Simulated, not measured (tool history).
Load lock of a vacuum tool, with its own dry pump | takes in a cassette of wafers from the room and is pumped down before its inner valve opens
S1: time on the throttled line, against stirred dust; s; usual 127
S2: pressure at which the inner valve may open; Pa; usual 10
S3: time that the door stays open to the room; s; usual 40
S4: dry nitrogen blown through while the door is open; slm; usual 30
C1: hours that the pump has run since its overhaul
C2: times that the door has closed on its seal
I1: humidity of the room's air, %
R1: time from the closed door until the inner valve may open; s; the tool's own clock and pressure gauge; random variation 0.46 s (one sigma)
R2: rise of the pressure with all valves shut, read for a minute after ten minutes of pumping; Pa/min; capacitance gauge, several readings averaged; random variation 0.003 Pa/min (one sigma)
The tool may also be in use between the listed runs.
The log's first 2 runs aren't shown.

{"run": 3, "day": 32.762, "S1": 127, "S2": 10, "S3": 40, "S4": 30, "C1": 20497, "C2": 33482, "I1": 46.8, "R1": 213.1, "R2": 0.436}
{"run": 4, "day": 47.012, "S1": 127, "S2": 10, "S3": 40, "S4": 30, "C1": 20839, "C2": 34330, "I1": 47.1, "R1": 212.4, "R2": 0.441}
{"run": 5, "day": 55.958, "S1": 127, "S2": 10, "S3": 40, "S4": 30, "C1": 21054, "C2": 34862, "I1": 46.7, "R1": 213.4, "R2": 0.46}
{"run": 6, "day": 72.842, "S1": 127, "S2": 10, "S3": 40, "S4": 30, "C1": 21459, "C2": 35866, "I1": 43.1, "R1": 213.7, "R2": 0.482}
{"run": 7, "day": 88.571, "S1": 127, "S2": 10, "S3": 40, "S4": 30, "C1": 21836, "C2": 36801, "I1": 47.6, "R1": 213.9, "R2": 0.507}
{"run": 8, "day": 98.079, "S1": 127, "S2": 10, "S3": 93, "S4": 30, "C1": 22065, "C2": 37367, "I1": 44.7, "R1": 213.8, "R2": 0.524}
{"day": 112.892, "done": "door's seal changed, seat wiped"}
{"run": 9, "day": 114.575, "S1": 127, "S2": 18, "S3": 40, "S4": 30, "C1": 22459, "C2": 100, "I1": 43.9, "R1": 205.4, "R2": 0.022}
{"run": 10, "day": 133.012, "S1": 127, "S2": 18, "S3": 97, "S4": 30, "C1": 22901, "C2": 1197, "I1": 40.8, "R1": 204.7, "R2": 0.04}
{"run": 11, "day": 146.075, "S1": 127, "S2": 10, "S3": 40, "S4": 30, "C1": 23215, "C2": 1974, "I1": 46.3, "R1": 213.1, "R2": 0.038}
{"run": 12, "day": 157.029, "S1": 84, "S2": 10, "S3": 40, "S4": 30, "C1": 23478, "C2": 2625, "I1": 45.6, "R1": 181.4, "R2": 0.034}
{"run": 13, "day": 165.921, "S1": 84, "S2": 10, "S3": 40, "S4": 30, "C1": 23691, "C2": 3154, "I1": 45, "R1": 181.7, "R2": 0.038}
{"day": 168.138, "done": "dry pump taken out, an overhauled one fitted"}
{"run": 14, "day": 185.279, "S1": 84, "S2": 10, "S3": 40, "S4": 30, "C1": 411, "C2": 4291, "I1": 43.2, "R1": 170.8, "R2": 0.042}
{"run": 15, "day": 197.875, "S1": 84, "S2": 10, "S3": 40, "S4": 30, "C1": 714, "C2": 5040, "I1": 40.2, "R1": 170.4, "R2": 0.045}
{"run": 16, "day": 218.754, "S1": 84, "S2": 10, "S3": 40, "S4": 16, "C1": 1215, "C2": 6282, "I1": 48.8, "R1": 170.2, "R2": 0.065}
{"run": 17, "day": 237.229, "S1": 127, "S2": 18, "S3": 40, "S4": 30, "C1": 1658, "C2": 7380, "I1": 44, "R1": 198.7, "R2": 0.06}
{"run": 18, "day": 249.921, "S1": 127, "S2": 18, "S3": 40, "S4": 30, "C1": 1963, "C2": 8135, "I1": 44.1, "R1": 198.1, "R2": 0.072}
{"run": 19, "day": 264.417, "S1": 127, "S2": 18, "S3": 40, "S4": 30, "C1": 2311, "C2": 8998, "I1": 42.9, "R1": 197.4, "R2": 0.071}
{"run": 20, "day": 276.362, "S1": 127, "S2": 18, "S3": 40, "S4": 30, "C1": 2597, "C2": 9708, "I1": 44.3, "R1": 197.6, "R2": 0.086}

Run 21 comes next. What will it give?
{"run": 21, "day": 294.183, "S1": 127, "S2": 17, "S3": 40, "S4": 11, "C1": 3025, "C2": 10768, "I1": 46.2, "R1": "?", "R2": "?"}

Run 21 gave R1 198.7 s, R2 0.099 Pa/min.
Without the tool's hidden state the same run would have given R1 196.7 s, R2 0.032 Pa/min.

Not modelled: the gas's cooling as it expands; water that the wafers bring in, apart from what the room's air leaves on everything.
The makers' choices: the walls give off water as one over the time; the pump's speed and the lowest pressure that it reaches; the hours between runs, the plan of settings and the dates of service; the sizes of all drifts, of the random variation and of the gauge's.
